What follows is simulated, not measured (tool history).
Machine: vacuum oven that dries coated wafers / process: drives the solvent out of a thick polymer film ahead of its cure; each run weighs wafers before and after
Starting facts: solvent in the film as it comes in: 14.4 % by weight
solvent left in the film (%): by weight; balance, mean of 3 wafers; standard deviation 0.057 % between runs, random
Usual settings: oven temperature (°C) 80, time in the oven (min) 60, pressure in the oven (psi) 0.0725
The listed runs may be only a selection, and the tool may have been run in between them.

| run | hour | oven temperature (°C) | time in the oven (min) | pressure in the oven (psi) | solvent left in the film (%) |
|---|---|---|---|---|---|
| 1 | 0.0 | 80 | 60 | 0.0725 | 2.69 |
| 2 | 15.1 | 80 | 60 | 0.0725 | 2.64 |
| 3 | 40.7 | 80 | 60 | 0.0725 | 2.69 |
| 4 | 63.1 | 80 | 60 | 0.0725 | 2.56 |
| 5 | 79.5 | 83 | 60 | 0.0725 | 1.90 |
| 6 | 103.0 | 80 | 86 | 0.0725 | 1.62 |
| 7 | 114.4 | 80 | 86 | 0.0725 | 1.53 |
| 8 | 134.4 | 80 | 86 | 0.0725 | 1.52 |
| 9 | 148.7 | 80 | 85 | 0.0725 | 1.54 |
| 10 | 160.6 | 80 | 85 | 0.0725 | 1.50 |
| 11 | 179.7 | 80 | 85 | 0.0725 | 1.50 |
| 12 | 191.8 | 80 | 60 | 0.0770 | 2.68 |
| 13 | 207.1 | 80 | 60 | 0.0770 | 2.61 |
| 14 | 225.8 | 80 | 60 | 0.0770 | 2.68 |
| 15 | 248.4 | 80 | 60 | 0.0770 | 2.62 |
| 16 | 271.1 | 80 | 105 | 0.0770 | 1.14 |
| 17 | 296.5 | 80 | 105 | 0.0770 | 1.10 |
| 18 | 309.2 | 80 | 105 | 0.0770 | 1.14 |
| 19 | 324.6 | 80 | 105 | 0.0770 | 1.20 |
| 20 | 350.7 | 80 | 60 | 0.0725 | 2.67 |
| 21 | 368.8 | 80 | 60 | 0.0725 | 2.68 |
| 22 | 389.9 | 80 | 60 | 0.0399 | 2.44 |
| 23 | 406.0 | 80 | 60 | 0.0399 | 2.51 |
| 24 | 424.7 | 80 | 73 | 0.0725 | 2.09 |
| 25 | 446.4 | 80 | 73 | 0.0725 | 2.00 |
| 26 | 464.3 | 80 | 73 | 0.0725 | 1.96 |
| 27 | 482.4 | 80 | 58 | 0.2003 | 3.48 |
| 28 | 498.3 | 80 | 58 | 0.2003 | 3.42 |
| 29 | 517.8 | 72 | 90 | 0.1529 | 3.75 |
| 30 | 542.0 | 90 | 102 | 0.0944 | 0.52 |
| 31 | 564.4 | 85 | 60 | 0.1117 | 1.84 |
| 32 | 589.6 | 85 | 60 | 0.1117 | 1.89 |
| 33 | 606.8 | 79 | 60 | 0.0508 | 2.81 |
| 34 | 620.6 | 80 | 60 | 0.0508 | 2.50 |
| 35 | 636.2 | 80 | 85 | 0.0725 | 1.64 |
| 36 | 647.2 | 78 | 54 | 0.1371 | 4.04 |
| 37 | 666.0 | 80 | 106 | 0.0576 | 1.07 |
| 38 | 677.0 | 80 | 51 | 0.0732 | 3.22 |
| 39 | 691.4 | 80 | 51 | 0.0732 | 3.21 |
| 40 | 714.5 | 80 | 51 | 0.0732 | 3.23 |
| 41 | 735.3 | 69 | 60 | 0.1330 | 5.89 |
| 42 | 747.6 | 94 | 59 | 0.1330 | 0.80 |
| 43 | 758.6 | 73 | 37 | 0.1330 | 6.94 |
| 44 | 779.0 | 73 | 37 | 0.1330 | 6.68 |
| 45 | 794.6 | 66 | 60 | 0.0725 | 6.53 |
| 46 | 812.1 | 66 | 60 | 0.0557 | 6.47 |
| 47 | 830.7 | 71 | 35 | 0.0557 | 7.13 |

Between the runs listed above, the log contained 1 entry, not reproduced here. Where in the sequence does each belong, and how does what the log doesn't record of the tool's condition differ from the listed run before to the listed run after?
After run 19, before run 20: oven's thermocouples calibrated (hour 344.7)
  true wafer temperature over the reading, C: 0.08 -> 0.01

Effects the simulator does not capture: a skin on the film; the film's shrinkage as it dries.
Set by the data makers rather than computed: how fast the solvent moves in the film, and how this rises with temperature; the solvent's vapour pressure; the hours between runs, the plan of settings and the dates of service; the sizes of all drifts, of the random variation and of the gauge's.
